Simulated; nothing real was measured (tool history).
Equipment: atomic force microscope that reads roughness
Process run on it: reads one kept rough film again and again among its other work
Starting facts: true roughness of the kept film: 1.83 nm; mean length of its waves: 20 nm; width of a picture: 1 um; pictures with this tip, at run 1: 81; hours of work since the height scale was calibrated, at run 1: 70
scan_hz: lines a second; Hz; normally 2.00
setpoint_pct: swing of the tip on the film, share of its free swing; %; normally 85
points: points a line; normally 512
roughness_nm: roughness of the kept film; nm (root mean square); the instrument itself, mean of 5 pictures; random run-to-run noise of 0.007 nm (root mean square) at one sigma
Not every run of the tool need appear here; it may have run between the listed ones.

run	hour	scan_hz	setpoint_pct	points	pictures with this tip	hours of work since the height scale was calibrated	roughness_nm
1	0.0	2.00	85	512	81	70	1.272
2	5.9	2.00	85	512	91	73	1.262
3	16.0	2.00	85	512	108	79	1.230
4	25.0	2.00	85	512	123	84	1.202
5	30.3	2.00	85	512	132	87	1.191
6	35.1	2.00	63	512	140	90	1.267
7	44.7	2.00	85	512	156	95	1.153
8	52.2	2.00	85	512	169	99	1.126
9	61.8	2.00	85	512	186	105	1.097
10	69.8	2.00	85	512	199	109	1.098
11	80.1	2.00	85	512	216	115	1.060
12	89.8	2.00	85	363	233	121	1.030
# hour 93.0: new tip fitted
13	96.0	2.00	85	512	5	124	1.431
14	106.3	2.00	85	512	22	130	1.393
15	111.3	2.00	85	512	30	132	1.386
# hour 112.7: height scale calibrated on a step standard
16	118.7	2.00	85	512	41	3	1.357
17	126.6	1.26	60	512	55	8	1.451
# hour 133.8: height scale calibrated on a step standard, once more
18	136.6	1.26	60	512	70	2	1.410
19	143.2	1.26	60	512	81	5	1.383
20	149.4	1.86	85	825	92	9	1.262
21	159.8	1.07	68	311	109	15	1.307
22	169.1	2.54	85	591	125	20	1.143
23	179.4	2.54	85	591	142	26	1.135
24	183.6	1.61	85	906	149	28	1.186
25	192.4	3.80	75	261	164	33	1.081

Branching from run 25: 4 alternative next runs. What would each branch give?
A	197.5	3.42	85	499	173	36	?
B	197.5	0.83	71	385	173	36	?
C	197.5	3.36	75	295	173	36	?
D	197.5	3.80	63	261	173	36	?

run	roughness_nm
A	1.039
B	1.192
C	1.096
D	1.115
Without the tool's hidden state the same runs would have given:
run	roughness_nm
A	1.351
B	1.554
C	1.425
D	1.453
